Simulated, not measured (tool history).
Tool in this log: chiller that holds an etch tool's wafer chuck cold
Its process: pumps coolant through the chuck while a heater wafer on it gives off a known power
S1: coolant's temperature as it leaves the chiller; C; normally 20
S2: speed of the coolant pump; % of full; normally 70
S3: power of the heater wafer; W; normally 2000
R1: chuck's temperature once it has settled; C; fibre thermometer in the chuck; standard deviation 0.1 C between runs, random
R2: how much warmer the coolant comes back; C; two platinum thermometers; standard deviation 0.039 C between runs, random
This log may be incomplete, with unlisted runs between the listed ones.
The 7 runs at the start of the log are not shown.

run	hour	S1	S2	S3	R1	R2
8	534.3	29	85	2000	50.4	7.3
9	604.7	29	85	2000	50.3	7.37
10	684.2	29	85	2000	50.6	7.31
11	728.1	29	85	2000	50.7	7.34
12	779.6	20	70	2000	46.1	9.14
13	817.2	20	70	2116	47.5	9.72
14	895.3	20	70	2000	46.4	9.18
15	954	20	70	2000	46.3	9.26
16	1029.2	20	70	2000	46.3	9.2
17	1067.6	20	70	2523	53.2	11.63
18	1106.6	20	97	1053	30.8	3.41
# hour 1116.2: coolant pump overhauled
19	1160.5	21	94	1133	33.3	4.01
20	1232	21	94	1133	33.4	3.97
# hour 1255.3: coolant pump overhauled, once more
# hour 1261.3: coolant changed, channels flushed
21	1295.2	14	67	1482	31.2	6.49
22	1360.4	14	67	1482	31.3	6.54
23	1441.9	20	61	1027	33.4	5.06
24	1522.1	20	61	1027	33.4	5.02
25	1558	11	95	2776	33.8	8.38
26	1641.7	25	95	1129	35	3.42
27	1695.7	25	95	1129	35	3.41
28	1773	25	95	1129	34.8	3.39
29	1835.3	29	91	2889	54.1	9.19
30	1889.1	26	78	2000	46.6	7.5
31	1941.6	26	65	1015	39.2	4.69
32	2002.8	26	71	1579	44	6.57

Branching from run 32: 4 alternative next runs. What would each branch give?
A	2059.1	20	70	1876	?	?
B	2059.1	11	71	1579	?	?
C	2059.1	26	71	2600	?	?
D	2059.1	12	91	1579	?	?

run	R1	R2
A	41.5	7.94
B	28.9	6.64
C	55.1	10.91
D	26.4	5.05
With the hidden condition removed and each run's random variation left untouched, the same runs would have given:
run	R1	R2
A	39.6	7.81
B	27.2	6.53
C	52.9	10.73
D	24.9	4.97
